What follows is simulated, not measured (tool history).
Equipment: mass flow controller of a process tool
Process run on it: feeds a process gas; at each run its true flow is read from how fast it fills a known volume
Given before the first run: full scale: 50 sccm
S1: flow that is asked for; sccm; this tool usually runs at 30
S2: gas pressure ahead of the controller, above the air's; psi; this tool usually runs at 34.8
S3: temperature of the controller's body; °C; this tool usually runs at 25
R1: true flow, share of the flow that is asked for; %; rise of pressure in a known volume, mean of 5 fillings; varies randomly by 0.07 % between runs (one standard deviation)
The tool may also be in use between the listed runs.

run     hour  S1    S2  S3      R1
  1        0  30  34.8  25   98.58
  2    376.6  30  34.8  39   98.02
  3    783.9  30  34.8  39   98.03
  4   1183.9  30  34.8  32   98.33
  5   1612.4  30  34.8  33   98.17
  6   2092.6  30  34.8  33   98.01
  7   2486.7  30  31.8  33   98.18
  8   2762.8   8  34.8  25   98.96
  9   3227.4   8  34.8  25   98.89
 10   3586.8  30    29  25   98.47
 11   4083.4  30    29  25   98.64
 12   4378.8  30    29  25   98.31
 13   4714.3  30  23.4  25   98.59
 14   5172.1  30  23.4  25   98.66
 15   5390.3   5  34.8  25  100.84
 16   5663.8  30  33.9  25   98.06
 17   5902.2  30  33.9  25   98.06
 18   6350.8  30  39.3  25   97.77
 19   6643.5  30  34.8  25   97.96
 20   6855.4  30  34.8  25   97.91
 21   7273.3  30  32.5  32    97.7
 22   7574.8  30  32.5  32    97.7
 23   8025.4  30  32.5  32    97.6
 24   8376.9  30  32.5  29   97.72
 25   8824.9  30  32.5  29   97.62
      8852.4  -- controller's zero set anew
 26   9256.6  20  25.5  29    98.3
 27   9694.8  30    39  20    97.8
 28  10128.9  30    39  20   97.71

The next listed run, before its measurement:
     10271.5  -- controller's zero set anew, once more
 29  10529.1  30  39  20   ?

{"run 29": {"R1": 96.44}}
On a tool with no hidden condition, and with the same random variation, this run would have come out at R1 99.05 %.
